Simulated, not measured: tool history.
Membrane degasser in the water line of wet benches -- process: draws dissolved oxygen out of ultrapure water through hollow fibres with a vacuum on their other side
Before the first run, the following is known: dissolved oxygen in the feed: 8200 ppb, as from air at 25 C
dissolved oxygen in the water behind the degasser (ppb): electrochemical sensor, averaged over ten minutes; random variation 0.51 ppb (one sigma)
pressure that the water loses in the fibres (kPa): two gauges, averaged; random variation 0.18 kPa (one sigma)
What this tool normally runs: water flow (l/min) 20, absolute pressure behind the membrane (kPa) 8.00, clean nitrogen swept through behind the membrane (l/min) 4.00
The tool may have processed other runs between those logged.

run	hour	water flow (l/min)	absolute pressure behind the membrane (kPa)	clean nitrogen swept through behind the membrane (l/min)	dissolved oxygen in the water behind the degasser (ppb)	pressure that the water loses in the fibres (kPa)
1	0.0	20	8.00	4.00	67.2	37.32
2	76.9	20	8.00	1.75	137.9	37.04
3	196.9	20	8.00	1.75	138.9	37.13
4	309.7	20	8.00	1.75	136.8	37.17
5	447.6	20	8.00	1.75	139.4	37.38
6	540.5	20	8.00	1.75	138.2	37.28
7	644.8	20	8.00	1.75	140.1	37.33
8	710.0	20	8.00	1.75	137.5	37.38
9	783.9	20	8.00	1.75	137.6	37.33
10	892.7	20	9.21	4.00	81.4	37.31
11	1012.7	20	8.00	4.00	67.5	37.48
12	1140.7	20	8.00	4.00	68.3	37.41
13	1260.2	20	8.00	4.00	67.9	37.41
14	1396.4	20	8.00	4.00	67.2	37.24
15	1455.4	20	8.00	4.00	68.0	37.47
16	1579.7	17	8.00	4.00	56.9	32.05
17	1669.0	20	10.78	4.00	101.8	37.38
18	1782.3	19	16.01	4.00	155.4	35.61
19	1860.5	19	15.30	6.30	98.4	35.75
20	1978.0	26	8.67	4.93	88.0	48.75
21	2077.7	26	8.67	4.93	87.5	48.70
22	2177.4	16	10.44	5.04	62.8	30.12
23	2307.9	31	18.43	4.00	304.7	57.79
24	2390.2	31	18.43	4.00	301.6	58.17
25	2522.4	31	18.43	4.00	302.0	57.96
26	2591.7	31	18.43	1.75	606.7	58.16
27	2659.6	12	6.74	6.08	20.2	22.64
28	2735.0	12	6.74	6.08	20.6	22.75
29	2821.0	18	5.41	4.00	33.2	33.92
30	2957.1	20	8.91	4.00	81.3	37.72
31	3036.6	20	8.91	4.00	80.7	37.69

Results for each run, recomputed without the tool's hidden state and with each run's random variation untouched:
Hidden conditions of the tool in this case: membrane still open, %; true pressure behind the membrane over the reading, kPa; air that leaks in behind the membrane, l/min; drift of the gauge itself on oxygen_ppb, %; drift of the gauge itself on loss_of_pressure_kpa, %.
run	dissolved oxygen in the water behind the degasser (ppb)	pressure that the water loses in the fibres (kPa)
1	64.2	36.68
2	132.7	36.38
3	133.4	36.45
4	131.3	36.47
5	133.5	36.66
6	132.2	36.54
7	133.8	36.57
8	131.2	36.61
9	131.2	36.55
10	77.5	36.51
11	63.6	36.66
12	64.3	36.56
13	63.8	36.54
14	63.0	36.36
15	63.7	36.57
16	53.2	31.26
17	96.8	36.44
18	149.6	34.71
19	94.1	34.82
20	82.1	47.47
21	81.5	47.39
22	59.1	29.30
23	294.4	56.17
24	291.4	56.53
25	291.5	56.29
26	590.5	56.47
27	18.0	21.97
28	18.4	22.07
29	28.7	32.89
30	75.3	36.56
31	74.7	36.52
